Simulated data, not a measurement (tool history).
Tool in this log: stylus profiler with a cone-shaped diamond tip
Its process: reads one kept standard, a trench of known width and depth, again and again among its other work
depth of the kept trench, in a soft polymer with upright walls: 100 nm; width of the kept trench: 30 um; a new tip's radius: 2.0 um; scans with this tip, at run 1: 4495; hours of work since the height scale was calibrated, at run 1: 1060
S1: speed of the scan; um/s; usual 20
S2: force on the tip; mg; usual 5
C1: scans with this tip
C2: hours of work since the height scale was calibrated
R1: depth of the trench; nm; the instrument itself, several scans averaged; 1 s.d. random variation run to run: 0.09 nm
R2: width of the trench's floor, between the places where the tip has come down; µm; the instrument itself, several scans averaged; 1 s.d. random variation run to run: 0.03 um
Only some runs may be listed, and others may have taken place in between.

| run | hour | S1 | S2 | C1 | C2 | R1 | R2 |
|---|---|---|---|---|---|---|---|
| 1 | 0 | 20 | 5 | 4495 | 1060 | 101.82 | 28.45 |
| 2 | 33.5 | 20 | 5 | 4604 | 1085 | 101.78 | 28.49 |
| 3 | 53.7 | 20 | 5 | 4670 | 1101 | 101.78 | 28.48 |
| 4 | 70 | 20 | 9.53 | 4723 | 1113 | 102.81 | 28.54 |
| 5 | 88.6 | 20 | 2.34 | 4784 | 1128 | 100.95 | 28.43 |
|  | 91.8 | height scale calibrated on a step standard |
| 6 | 111.2 | 20 | 2.34 | 4856 | 15 | 100.86 | 28.45 |
| 7 | 145.1 | 20 | 8 | 4967 | 41 | 102.23 | 28.49 |
| 8 | 172.1 | 20 | 8 | 5055 | 62 | 102.28 | 28.51 |
| 9 | 190.7 | 6 | 4.67 | 5116 | 76 | 101.43 | 28.51 |
| 10 | 205.6 | 6 | 4.67 | 5164 | 87 | 101.48 | 28.54 |
| 11 | 222.4 | 6 | 4.67 | 5219 | 100 | 101.37 | 28.52 |
|  | 244.8 | height scale calibrated on a step standard, once more |
| 12 | 250.9 | 39 | 5 | 5311 | 5 | 102.01 | 28.39 |
| 13 | 277.6 | 80 | 7.07 | 5398 | 25 | 102.45 | 28.25 |
| 14 | 312.1 | 80 | 7.07 | 5510 | 52 | 102.57 | 28.24 |

Run 15 has not been measured yet. What should we expect?
| 15 | 329.5 | 80 | 7.07 | 5567 | 65 | ? | ? |

{"run 15": {"R1": 102.53, "R2": 28.28}}
Take away the tool's hidden state, keep the run-to-run variation as it was, and the same run would have given R1 102.52 nm, R2 28.5 µm.

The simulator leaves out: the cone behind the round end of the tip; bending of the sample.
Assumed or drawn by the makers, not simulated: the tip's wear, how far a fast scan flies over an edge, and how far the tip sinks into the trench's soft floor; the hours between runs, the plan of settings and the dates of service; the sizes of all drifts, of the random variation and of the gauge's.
